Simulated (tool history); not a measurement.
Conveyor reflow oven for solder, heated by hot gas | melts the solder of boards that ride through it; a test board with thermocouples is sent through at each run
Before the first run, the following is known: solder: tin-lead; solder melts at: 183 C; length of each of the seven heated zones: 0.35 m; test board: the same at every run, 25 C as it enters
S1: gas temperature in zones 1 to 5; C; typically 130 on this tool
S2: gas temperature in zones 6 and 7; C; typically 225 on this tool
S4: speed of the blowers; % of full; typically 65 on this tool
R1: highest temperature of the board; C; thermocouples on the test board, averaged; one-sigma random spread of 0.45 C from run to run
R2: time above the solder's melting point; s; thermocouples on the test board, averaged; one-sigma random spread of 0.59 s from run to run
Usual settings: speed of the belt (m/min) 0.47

Run 1, hour 0: usual settings. Result: R1 203.7 C, R2 46.8 s.
Run 2, hour 6.5: usual settings. Result: R1 204.3 C, R2 48.9 s.
Run 3, hour 18.2: usual settings. Result: R1 203.5 C, R2 47.6 s.
Run 4, hour 25.3: usual settings. Result: R1 203.5 C, R2 47.3 s.
Run 5, hour 38.2: usual settings. Result: R1 203.4 C, R2 47.4 s.
Run 6, hour 44.8: usual settings but S1 125 C. Result: R1 202.5 C, R2 44.1 s.
Run 7, hour 50.2: usual settings. Result: R1 203.3 C, R2 46 s.
Run 8, hour 62.5: usual settings. Result: R1 203.5 C, R2 46.2 s.
Run 9, hour 70.6: usual settings. Result: R1 203.4 C, R2 47.4 s.
Run 10, hour 82: usual settings. Result: R1 202.4 C, R2 45.2 s.
Run 11, hour 93: usual settings. Result: R1 204.3 C, R2 46.2 s.
Run 12, hour 104.6: usual settings. Result: R1 202.8 C, R2 47.6 s.
Run 13, hour 110.6: usual settings. Result: R1 202.7 C, R2 46.5 s.
Run 14, hour 119.4: usual settings. Result: R1 202.8 C, R2 45.5 s.
Run 15, hour 129.2: usual settings but S1 121 C. Result: R1 200 C, R2 38.8 s.
Run 16, hour 135.7: usual settings but S4 66 % of full. Result: R1 202.3 C, R2 45.7 s.
Run 17, hour 146.5: usual settings but S4 66 % of full. Result: R1 202.4 C, R2 45.6 s.

The next listed run, before its measurement:
Run 18, hour 156.3: usual settings but speed of the belt (m/min) 0.547, S4 84 % of full. Result: R1 ?, R2 ?.

R1: 201.8 C
R2: 39.6 s
Had the tool carried no hidden state, the very same run would have given R1 207.8 C, R2 47.5 s.
